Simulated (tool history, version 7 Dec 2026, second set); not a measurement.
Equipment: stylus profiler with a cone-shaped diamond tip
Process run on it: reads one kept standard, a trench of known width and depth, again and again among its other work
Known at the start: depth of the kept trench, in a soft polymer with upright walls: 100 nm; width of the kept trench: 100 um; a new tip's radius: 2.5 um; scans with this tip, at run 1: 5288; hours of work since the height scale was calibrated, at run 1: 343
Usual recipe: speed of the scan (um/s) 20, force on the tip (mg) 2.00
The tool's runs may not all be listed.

run,hour,speed of the scan (um/s),force on the tip (mg),scans with this tip,hours of work since the height scale was calibrated,depth of the trench (nm),width of the trench's floor (µm)
1,0.0,20,2.00,5288,343,101.11,98.13
2,72.4,20,2.00,5447,378,101.09,98.09
3,142.9,20,2.00,5602,413,101.12,98.12
4,243.0,20,2.00,5822,462,101.10,98.10
5,357.8,20,2.00,6074,518,101.08,98.09
6,496.9,20,2.12,6380,585,101.11,98.02
7,567.4,20,2.12,6535,620,101.11,98.04
8,629.3,20,2.12,6671,650,101.11,98.00
9,702.1,20,2.12,6831,685,101.09,98.05
10,791.3,20,2.12,7027,729,101.09,98.01
11,933.2,11,2.00,7339,798,101.04,98.01
# hour 952.7: height scale calibrated on a step standard
12,1016.4,11,2.00,7521,31,101.01,97.98
13,1151.2,20,2.00,7817,97,100.98,97.98
14,1275.6,21,1.05,8090,157,100.57,97.95
15,1400.4,21,1.05,8365,218,100.58,97.84
# hour 1502.1: height scale calibrated on a step standard, once more
16,1539.9,8,1.01,8670,18,100.67,97.89
17,1653.9,8,1.01,8921,74,100.67,97.88
18,1749.4,66,2.00,9131,121,101.09,97.72
19,1856.5,14,4.49,9366,173,101.86,97.83
20,1948.1,14,4.49,9567,218,101.86,97.82
21,2056.3,7,0.96,9805,270,100.61,97.86
22,2175.1,7,1.79,10066,328,100.98,97.84
23,2255.0,7,1.79,10242,367,100.96,97.81
24,2392.5,12,1.61,10544,434,100.86,97.80
25,2529.4,16,1.61,10845,501,100.86,97.78

Forecast each of these 4 alternatives for the next run:
# hour 2625.5: new tip fitted, height scale calibrated
A,2658.2,37,2.00,72,16,?,?
# hour 2625.5: new tip fitted, height scale calibrated
B,2658.2,30,2.00,72,16,?,?
# hour 2625.5: new tip fitted, height scale calibrated
C,2658.2,10,4.16,72,16,?,?
# hour 2625.5: new tip fitted, height scale calibrated
D,2658.2,17,0.72,72,16,?,?

run,depth of the trench (nm),width of the trench's floor (µm)
A,101.10,98.48
B,101.09,98.47
C,101.81,98.63
D,100.54,98.57
Take away the tool's hidden state, keep each run's random variation, and the runs would have read:
run,depth of the trench (nm),width of the trench's floor (µm)
A,101.15,98.48
B,101.14,98.48
C,101.86,98.64
D,100.59,98.57
